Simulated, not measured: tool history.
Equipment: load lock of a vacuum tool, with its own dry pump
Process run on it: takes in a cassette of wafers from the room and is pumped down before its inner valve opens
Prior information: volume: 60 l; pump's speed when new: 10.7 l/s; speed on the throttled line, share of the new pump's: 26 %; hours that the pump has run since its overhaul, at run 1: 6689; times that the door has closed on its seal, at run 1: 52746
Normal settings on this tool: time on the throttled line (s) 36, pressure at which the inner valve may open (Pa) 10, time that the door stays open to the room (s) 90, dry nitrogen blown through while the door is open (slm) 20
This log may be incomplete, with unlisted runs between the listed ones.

run,hour,time on the throttled line (s),pressure at which the inner valve may open (Pa),time that the door stays open to the room (s),dry nitrogen blown through while the door is open (slm),hours that the pump has run since its overhaul,times that the door has closed on its seal,"incoming humidity of the room's air, %",time from the closed door until the inner valve may open (s),rise of the pressure with all valves shut (Pa/min)
1,0.0,36,10,90,20,6689,52746,43.1,83.2,0.690
2,331.4,36,10,90,20,7020,54149,45.8,82.9,0.730
3,661.7,36,19,90,20,7351,55547,48.4,79.7,0.771
# hour 703.8: door's seal changed, seat wiped
4,947.1,36,19,90,20,7635,1030,40.8,78.7,0.039
5,1192.0,36,19,90,20,7880,2067,41.5,79.9,0.048
6,1519.0,36,19,90,20,8207,3452,42.5,79.6,0.054

Predict the results of run 7:
7,1844.2,36,19,90,20,8532,4828,44.3,?,?

Run 7 measured time from the closed door until the inner valve may open (s) 79.6, rise of the pressure with all valves shut (Pa/min) 0.065.
On a tool with no hidden condition, and with the same random variation, this run would have come out at time from the closed door until the inner valve may open (s) 74.7, rise of the pressure with all valves shut (Pa/min) 0.044.

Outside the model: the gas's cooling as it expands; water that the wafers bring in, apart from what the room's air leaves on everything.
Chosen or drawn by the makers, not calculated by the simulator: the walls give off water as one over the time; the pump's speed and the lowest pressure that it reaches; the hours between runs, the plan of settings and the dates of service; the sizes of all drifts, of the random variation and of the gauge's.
